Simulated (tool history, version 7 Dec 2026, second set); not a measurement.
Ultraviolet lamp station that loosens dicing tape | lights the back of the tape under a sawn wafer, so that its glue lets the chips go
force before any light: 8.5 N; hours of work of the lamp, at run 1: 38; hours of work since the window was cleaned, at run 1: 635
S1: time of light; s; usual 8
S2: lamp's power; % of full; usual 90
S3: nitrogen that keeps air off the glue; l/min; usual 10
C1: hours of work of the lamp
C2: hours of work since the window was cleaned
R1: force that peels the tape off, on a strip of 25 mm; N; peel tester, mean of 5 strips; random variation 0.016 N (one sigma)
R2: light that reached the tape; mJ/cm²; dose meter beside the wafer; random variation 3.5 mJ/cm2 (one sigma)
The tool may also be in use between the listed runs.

run	hour	S1	S2	S3	C1	C2	R1	R2
1	0.0	8	90	10	38	635	1.055	486
2	22.6	8	90	10	52	649	1.093	479
3	36.6	8	90	10	61	658	1.135	479
4	51.1	8	90	3	70	667	2.303	472
# hour 66.3: window cleaned of glue's vapour
5	66.3	8	90	3	80	0	2.615	438
6	77.7	8	90	10	87	7	1.325	436
7	92.0	8	90	10	96	16	1.319	433
8	106.4	6	63	9	105	26	3.157	227
9	119.7	8	94	10	114	34	1.208	450
10	132.3	8	94	10	122	42	1.233	455
11	155.0	8	78	17	136	57	1.290	365
# hour 167.3: window cleaned of glue's vapour, once more
12	177.4	8	78	17	150	6	0.844	462
13	196.5	8	100	17	162	19	0.507	582

Hidden state at the last listed run before each entry between runs and at the first one after, where it differs:
Between runs 4 and 5: window cleaned of glue's vapour (hour 66.3)
  lamp's light, % of a new lamp's: 97.4 -> 97.1; light that the window lets through, % of a clean one's: 85.1 -> 79.3
  measured less the result without the state, R1: +0.526 -> +0.773 N; R2: -98 -> -130 mJ/cm²
Between runs 11 and 12: window cleaned of glue's vapour, once more (hour 167.3)
  lamp's light, % of a new lamp's: 95.2 -> 94.8; light that the window lets through, % of a clean one's: 78.2 -> 99.1
  measured less the result without the state, R1: +0.561 -> +0.102 N; R2: -126 -> -30 mJ/cm²

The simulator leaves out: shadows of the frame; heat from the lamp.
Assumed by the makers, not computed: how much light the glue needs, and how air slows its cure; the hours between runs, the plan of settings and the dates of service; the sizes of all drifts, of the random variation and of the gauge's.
